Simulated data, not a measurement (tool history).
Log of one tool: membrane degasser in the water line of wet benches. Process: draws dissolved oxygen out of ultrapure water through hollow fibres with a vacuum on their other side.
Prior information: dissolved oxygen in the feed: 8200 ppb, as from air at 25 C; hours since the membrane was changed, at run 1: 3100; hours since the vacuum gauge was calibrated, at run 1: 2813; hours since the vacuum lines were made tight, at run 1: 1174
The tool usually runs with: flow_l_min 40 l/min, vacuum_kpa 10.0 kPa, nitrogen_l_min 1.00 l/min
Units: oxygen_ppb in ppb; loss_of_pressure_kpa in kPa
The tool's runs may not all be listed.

run     day  flow_l_min  vacuum_kpa  nitrogen_l_min  hours since the membrane was changed  hours since the vacuum gauge was calibrated  hours since the vacuum lines were made tight  oxygen_ppb  loss_of_pressure_kpa
  1   0.000          40        10.0            1.00                                  3100                                         2813                                          1174       546.3                 31.11
  2   2.654          40        10.0            1.00                                  3164                                         2877                                          1237       536.0                 31.07
  3   5.725          40        10.0            1.00                                  3238                                         2950                                          1311       532.4                 31.42
  4   8.783          40        10.0            2.57                                  3311                                         3024                                          1384       250.7                 31.31
  5  12.550          40        10.0            2.57                                  3402                                         3114                                          1475       247.1                 31.49
  6  15.642          40        10.0            2.57                                  3476                                         3188                                          1549       253.9                 31.55
  7  19.217          40        10.0            0.61                                  3562                                         3274                                          1635       762.1                 31.54
  8  22.421          40        20.9            1.00                                  3638                                         3351                                          1712      1294.7                 31.57
  9  24.221          25        10.0            1.00                                  3682                                         3394                                          1755       372.5                 19.34
 10  26.562          55        10.0            1.00                                  3738                                         3450                                          1811       689.2                 43.51
 11  29.746          40        10.0            1.83                                  3814                                         3527                                          1887       339.0                 31.51
 12  33.108          40        10.0            1.83                                  3895                                         3607                                          1968       335.1                 31.31
 13  36.588          40        10.0            1.75                                  3979                                         3691                                          2052       345.0                 31.34
 14  38.271          40        10.0            1.75                                  4019                                         3731                                          2092       345.8                 31.78
 15  40.604          40        10.0            1.00                                  4075                                         3787                                          2148       549.5                 31.51
 16  43.000          40        10.0            1.00                                  4132                                         3845                                          2206       537.2                 31.68
 17  45.088          40        16.1            0.50                                  4183                                         3895                                          2256      1524.8                 31.95
     45.392  -- vacuum gauge calibrated
 18  48.162          40        16.1            0.50                                  4256                                           66                                          2329      1550.6                 31.68
 19  51.812          40        10.0            1.33                                  4343                                          154                                          2417       443.6                 31.57
     52.338  -- vacuum gauge calibrated, once more
 20  54.854          33        10.4            1.00                                  4416                                           60                                          2489       469.5                 25.94
 21  56.529          40         9.0            1.00                                  4456                                          101                                          2529       448.3                 31.99
 22  58.996          45         8.3            1.00                                  4515                                          160                                          2588       442.0                 35.47
 23  61.308          27        18.1            1.26                                  4571                                          215                                          2644       664.4                 21.27
 24  64.350          40        18.2            1.00                                  4644                                          288                                          2717      1069.9                 31.86

Run 25, settings as shown, results not yet in. Your forecast:
 25  67.046          40        18.2            1.00                                  4709                                          353                                          2782           ?                     ?

{"run 25": {"oxygen_ppb": 1072.5, "loss_of_pressure_kpa": 31.65}}
The same run, on a tool lacking any hidden state, would have yielded oxygen_ppb 1069.7 ppb, loss_of_pressure_kpa 30.26 kPa.
